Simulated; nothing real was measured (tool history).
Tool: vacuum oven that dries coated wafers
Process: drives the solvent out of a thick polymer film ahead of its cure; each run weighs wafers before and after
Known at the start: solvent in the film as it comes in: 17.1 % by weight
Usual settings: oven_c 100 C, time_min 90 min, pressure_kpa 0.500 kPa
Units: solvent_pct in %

run 1 day=0.000 | oven_c=100 time_min=90 pressure_kpa=0.500 | solvent_pct=0.95
run 2 day=2.200 | oven_c=100 time_min=90 pressure_kpa=0.500 | solvent_pct=0.97
-- day=3.029 oven's thermocouples calibrated
run 3 day=3.862 | oven_c=100 time_min=90 pressure_kpa=0.500 | solvent_pct=0.90
run 4 day=5.462 | oven_c=100 time_min=90 pressure_kpa=0.500 | solvent_pct=0.89
run 5 day=6.879 | oven_c=100 time_min=90 pressure_kpa=0.500 | solvent_pct=0.88
run 6 day=9.604 | oven_c=100 time_min=90 pressure_kpa=0.500 | solvent_pct=0.88
run 7 day=11.862 | oven_c=100 time_min=90 pressure_kpa=0.332 | solvent_pct=0.79
run 8 day=13.633 | oven_c=100 time_min=90 pressure_kpa=0.500 | solvent_pct=0.87
run 9 day=15.500 | oven_c=100 time_min=64 pressure_kpa=0.500 | solvent_pct=1.74
run 10 day=17.033 | oven_c=100 time_min=90 pressure_kpa=0.500 | solvent_pct=0.87
-- day=18.692 oven's thermocouples calibrated, once more
run 11 day=19.346 | oven_c=100 time_min=55 pressure_kpa=0.500 | solvent_pct=3.01
run 12 day=22.062 | oven_c=100 time_min=90 pressure_kpa=0.500 | solvent_pct=1.29
run 13 day=24.796 | oven_c=100 time_min=90 pressure_kpa=0.958 | solvent_pct=1.53
run 14 day=26.671 | oven_c=100 time_min=90 pressure_kpa=1.160 | solvent_pct=1.61
run 15 day=29.212 | oven_c=100 time_min=90 pressure_kpa=1.160 | solvent_pct=1.61
run 16 day=31.279 | oven_c=96 time_min=90 pressure_kpa=0.500 | solvent_pct=1.92
run 17 day=33.117 | oven_c=112 time_min=90 pressure_kpa=0.500 | solvent_pct=0.37
run 18 day=34.979 | oven_c=112 time_min=90 pressure_kpa=0.500 | solvent_pct=0.33
run 19 day=36.667 | oven_c=112 time_min=90 pressure_kpa=0.751 | solvent_pct=0.44
run 20 day=38.304 | oven_c=87 time_min=82 pressure_kpa=1.922 | solvent_pct=5.30
run 21 day=39.958 | oven_c=87 time_min=82 pressure_kpa=1.922 | solvent_pct=5.30
run 22 day=42.371 | oven_c=87 time_min=82 pressure_kpa=0.545 | solvent_pct=4.46
run 23 day=43.700 | oven_c=89 time_min=91 pressure_kpa=1.305 | solvent_pct=3.87
run 24 day=45.158 | oven_c=89 time_min=91 pressure_kpa=1.305 | solvent_pct=3.88

Forecast run 25:
run 25 day=46.721 | oven_c=111 time_min=111 pressure_kpa=0.445 | solvent_pct=?

solvent_pct: 0.30 %
Without the tool's hidden state the same run would have given solvent_pct 0.22 %.

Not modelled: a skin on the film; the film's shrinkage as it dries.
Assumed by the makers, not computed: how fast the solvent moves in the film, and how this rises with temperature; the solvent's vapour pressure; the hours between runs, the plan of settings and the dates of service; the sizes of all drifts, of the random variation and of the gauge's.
